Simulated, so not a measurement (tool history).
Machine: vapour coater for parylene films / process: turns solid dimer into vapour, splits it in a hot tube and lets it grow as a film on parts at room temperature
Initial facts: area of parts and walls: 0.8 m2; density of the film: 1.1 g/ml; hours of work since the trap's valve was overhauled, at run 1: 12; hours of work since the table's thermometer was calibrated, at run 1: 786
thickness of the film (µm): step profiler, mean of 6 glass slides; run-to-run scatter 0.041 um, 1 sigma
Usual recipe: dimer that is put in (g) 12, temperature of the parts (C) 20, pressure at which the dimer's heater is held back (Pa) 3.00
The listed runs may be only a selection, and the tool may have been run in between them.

| run | day | dimer that is put in (g) | temperature of the parts (C) | pressure at which the dimer's heater is held back (Pa) | hours of work since the trap's valve was overhauled | hours of work since the table's thermometer was calibrated | thickness of the film (µm) |
|---|---|---|---|---|---|---|---|
| 1 | 0.000 | 12 | 20 | 3.00 | 12 | 786 | 7.01 |
| 2 | 1.992 | 12 | 20 | 3.00 | 36 | 811 | 7.08 |
| 3 | 3.721 | 12 | 20 | 3.00 | 58 | 832 | 7.01 |
| 4 | 5.146 | 12 | 20 | 3.00 | 75 | 850 | 7.02 |
| 5 | 6.742 | 16 | 20 | 3.00 | 95 | 869 | 9.35 |
| 6 | 8.729 | 12 | 20 | 3.00 | 119 | 894 | 6.90 |
| 7 | 9.662 | 10 | 20 | 3.00 | 131 | 906 | 5.82 |
| 8 | 11.429 | 12 | 20 | 3.00 | 153 | 927 | 6.98 |
| 9 | 13.138 | 12 | 17 | 3.00 | 174 | 948 | 7.44 |
| 10 | 14.992 | 12 | 17 | 3.00 | 197 | 971 | 7.42 |
| 11 | 16.333 | 12 | 17 | 3.00 | 213 | 988 | 7.43 |
| 12 | 18.371 | 12 | 17 | 3.00 | 239 | 1013 | 7.41 |
| 13 | 19.646 | 12 | 18 | 3.00 | 254 | 1029 | 7.25 |
| 14 | 20.533 | 12 | 20 | 3.00 | 265 | 1040 | 6.93 |
| 15 | 21.558 | 12 | 20 | 3.00 | 278 | 1053 | 6.99 |
| 16 | 23.629 | 12 | 20 | 3.00 | 304 | 1078 | 6.94 |
| 17 | 25.488 | 12 | 25 | 3.00 | 326 | 1101 | 6.21 |
| 18 | 26.783 | 7 | 20 | 2.65 | 343 | 1117 | 4.09 |
| 19 | 28.629 | 13 | 18 | 3.00 | 365 | 1140 | 7.79 |
| 20 | 30.442 | 22 | 18 | 3.00 | 388 | 1162 | 13.24 |
| 21 | 31.496 | 22 | 18 | 3.00 | 401 | 1175 | 13.16 |
| 22 | 33.208 | 14 | 20 | 3.00 | 422 | 1196 | 8.07 |
| 23 | 34.154 | 8 | 27 | 3.00 | 434 | 1208 | 3.94 |
| 24 | 35.879 | 8 | 13 | 3.00 | 455 | 1229 | 5.35 |
|  | 36.079 | table's thermometer calibrated |
| 25 | 37.467 | 9 | 20 | 3.04 | 474 | 17 | 5.08 |
| 26 | 39.075 | 9 | 20 | 3.04 | 494 | 37 | 5.09 |
| 27 | 40.733 | 9 | 20 | 3.04 | 514 | 58 | 5.12 |
| 28 | 42.650 | 9 | 16 | 3.91 | 538 | 81 | 5.38 |
| 29 | 44.046 | 9 | 16 | 3.91 | 555 | 98 | 5.40 |
|  | 44.508 | gauge calibrated |
| 30 | 45.367 | 13 | 13 | 3.01 | 572 | 115 | 8.82 |
| 31 | 47.383 | 13 | 18 | 2.97 | 597 | 140 | 7.92 |

What differs in the tool's unlogged condition from the final listed run ahead of each entry between runs to the first listed run following it?
In the gap between runs 24 and 25: table's thermometer calibrated (day 36.079)
  true temperature of the parts over the reading, C: -0.07 -> 0.01; drift of the gauge itself on film_um, %: -2.39 -> -2.5
  measured less the result without the state, thickness of the film (µm): -0.13 -> -0.14
In the gap between runs 29 and 30: gauge calibrated (day 44.508)
  drift of the gauge itself on film_um, %: -2.93 -> -0.06
  measured less the result without the state, thickness of the film (µm): -0.18 -> -0.03
